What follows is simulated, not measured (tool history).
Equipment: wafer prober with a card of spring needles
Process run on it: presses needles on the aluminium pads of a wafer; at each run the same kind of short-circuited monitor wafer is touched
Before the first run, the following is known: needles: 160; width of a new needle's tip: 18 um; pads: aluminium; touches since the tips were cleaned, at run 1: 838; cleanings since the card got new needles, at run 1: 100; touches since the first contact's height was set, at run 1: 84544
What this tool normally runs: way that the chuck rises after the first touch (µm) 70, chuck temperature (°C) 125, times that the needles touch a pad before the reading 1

run,hour,way that the chuck rises after the first touch (µm),chuck temperature (°C),times that the needles touch a pad before the reading,touches since the tips were cleaned,cleanings since the card got new needles,touches since the first contact's height was set,resistance of one needle with its contact and lead (mohm),way that a needle slides on the pad (µm)
1,0,70,125,1,838,100,84544,229,17.9
# hour 6.8: tips cleaned on abrasive film
# hour 15.9: tips cleaned on abrasive film
# hour 27.3: tips cleaned on abrasive film
# hour 36.4: tips cleaned on abrasive film
2,45,70,125,1,2015,104,94930,230,18.12
# hour 47.4: tips cleaned on abrasive film
# hour 56.5: tips cleaned on abrasive film
# hour 67.8: tips cleaned on abrasive film
# hour 76.9: tips cleaned on abrasive film
# hour 88.3: tips cleaned on abrasive film
3,96.8,70,125,1,2000,109,106870,231,17.96
# hour 99.2: tips cleaned on abrasive film
# hour 108.3: tips cleaned on abrasive film
# hour 117.4: tips cleaned on abrasive film
# hour 126.5: tips cleaned on abrasive film
# hour 137.8: tips cleaned on abrasive film
# hour 146.9: tips cleaned on abrasive film
4,151.2,70,125,1,994,115,119374,231,17.99
# hour 158: tips cleaned on abrasive film
# hour 169.4: tips cleaned on abrasive film
# hour 178.5: tips cleaned on abrasive film
# hour 189.8: tips cleaned on abrasive film
# hour 198.9: tips cleaned on abrasive film
# hour 210.2: tips cleaned on abrasive film
# hour 219.3: tips cleaned on abrasive film
# hour 228.4: tips cleaned on abrasive film
# hour 239.8: tips cleaned on abrasive film
5,241,62,125,1,274,124,140051,228,15.84
# hour 250: tips cleaned on abrasive film
# hour 259.1: tips cleaned on abrasive film
# hour 270.5: tips cleaned on abrasive film
# hour 281.8: tips cleaned on abrasive film
# hour 290.9: tips cleaned on abrasive film
# hour 300: tips cleaned on abrasive film
# hour 309.3: height of the first contact set anew
# hour 311.7: tips cleaned on abrasive film
6,315,70,125,1,782,131,1305,232,17.86
# hour 321.9: tips cleaned on abrasive film
# hour 330.9: tips cleaned on abrasive film
# hour 342.3: tips cleaned on abrasive film
# hour 351.4: tips cleaned on abrasive film
# hour 362.7: tips cleaned on abrasive film
# hour 371.8: tips cleaned on abrasive film
# hour 380.9: tips cleaned on abrasive film
7,382.4,70,125,1,354,138,16831,230,18.07
# hour 391.5: tips cleaned on abrasive film
# hour 402.9: tips cleaned on abrasive film
# hour 412: tips cleaned on abrasive film
# hour 423.3: tips cleaned on abrasive film
8,428,70,125,1,1083,142,27332,226,17.78
# hour 432.6: tips cleaned on abrasive film
# hour 441.6: tips cleaned on abrasive film
# hour 453: tips cleaned on abrasive film
# hour 464.3: tips cleaned on abrasive film
# hour 475.7: tips cleaned on abrasive film
# hour 487: tips cleaned on abrasive film
# hour 498.4: tips cleaned on abrasive film
9,505.3,70,125,2,1616,149,45164,227,17.79
# hour 507.7: tips cleaned on abrasive film
# hour 516.8: tips cleaned on abrasive film
# hour 525.9: tips cleaned on abrasive film
# hour 537.2: tips cleaned on abrasive film
# hour 546.3: tips cleaned on abrasive film
# hour 557.6: tips cleaned on abrasive film
# hour 569: tips cleaned on abrasive film
# hour 578.1: tips cleaned on abrasive film
# hour 587.2: tips cleaned on abrasive film
10,590.2,70,125,2,713,158,64717,228,17.89

Forecast run 11:
# hour 597.1: tips cleaned on abrasive film
# hour 606.2: tips cleaned on abrasive film
# hour 615.3: tips cleaned on abrasive film
# hour 626.6: tips cleaned on abrasive film
# hour 637.9: tips cleaned on abrasive film
# hour 647: tips cleaned on abrasive film
# hour 658.4: tips cleaned on abrasive film
# hour 667.5: tips cleaned on abrasive film
# hour 676.6: tips cleaned on abrasive film
11,682.5,70,125,2,1389,167,85984,?,?

Logged for run 11: resistance of one needle with its contact and lead (mohm) 233, way that a needle slides on the pad (µm) 17.67.
Minus the tool's unlogged condition, the same run would have read resistance of one needle with its contact and lead (mohm) 233, way that a needle slides on the pad (µm) 17.97.
